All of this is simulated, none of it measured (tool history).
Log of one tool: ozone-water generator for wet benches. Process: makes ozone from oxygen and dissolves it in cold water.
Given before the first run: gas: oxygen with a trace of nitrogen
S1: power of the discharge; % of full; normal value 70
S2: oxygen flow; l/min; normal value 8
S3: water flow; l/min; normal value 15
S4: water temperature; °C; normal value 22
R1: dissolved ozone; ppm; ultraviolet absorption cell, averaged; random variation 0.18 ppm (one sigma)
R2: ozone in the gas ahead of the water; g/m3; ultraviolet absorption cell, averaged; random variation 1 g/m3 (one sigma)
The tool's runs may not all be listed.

run	hour	S1	S2	S3	S4	R1	R2
1	0	70	8	15	22	22.2	166.8
2	134.5	70	13.14	15	22	18.1	119.3
3	285.1	70	13.14	15	22	18	119.5
4	420.8	70	13.14	15	22	18.1	117.9
5	510.2	58	8	15	22	19.4	147.7
6	627	70	8	15	27	19.6	163.1
7	715.7	70	8	15	27	19.4	163
8	840.4	70	8	15	27	19	162.4
9	953.8	70	8	15	22	21.6	162
10	1070.2	70	8	15	22	21.4	161.9
11	1240.6	70	8	15	22	21.4	161.9
12	1371.3	70	8	18	22	19	162.1
13	1463	70	8	18	22	19.2	161
14	1632.5	70	8	18	22	18.8	160.8
15	1778	70	8	18	16	21	160
16	1927.2	70	8	18	16	20.6	159
17	2030.1	98	10.63	18	22	21	158.7
18	2202.5	80	10.63	9	30	19.9	140.5
19	2291.6	52	8	23	24	12.9	132.5
20	2478.2	52	8.67	15	21	17.1	124.7
# hour 2568: water thermometer calibrated
21	2596.5	70	6.54	15	14	25.2	179.8
# hour 2736.4: contactor cleaned
22	2770.6	70	4.71	12	30	24	224.2
23	2945.6	70	6.79	11	15	29.9	174.9
24	3133	70	6.79	11	15	30	174.7
25	3258.7	43	8	15	27	14.3	115.4
26	3421.3	44	7.58	15	26	15	122.2
27	3588.5	91	8	15	22	24.1	178.3
28	3772.6	91	6.61	15	15	28.4	201.4
29	3902	79	13.14	17	21	17.5	117.7
30	4024.2	70	8	14	22	20.9	153.1
31	4111.2	70	9.91	15	19	20	131.3
32	4275.2	41	9.91	23	21	11.3	97.3

What if the next run were any one of these 4? Each begins from the tool's condition after run 32:
A	4378.6	79	9.91	18	16	?	?
B	4378.6	55	9.91	23	20	?	?
C	4378.6	48	8	17	17	?	?
D	4378.6	50	9.91	23	21	?	?

run	R1	R2
A	20.6	138.5
B	13.4	114.7
C	17	120.4
D	12.6	108.7
With the hidden condition removed and each run's random variation left untouched, the same runs would have given:
run	R1	R2
A	25.2	167.8
B	15.8	133.5
C	19.7	138.3
D	14.7	125.2

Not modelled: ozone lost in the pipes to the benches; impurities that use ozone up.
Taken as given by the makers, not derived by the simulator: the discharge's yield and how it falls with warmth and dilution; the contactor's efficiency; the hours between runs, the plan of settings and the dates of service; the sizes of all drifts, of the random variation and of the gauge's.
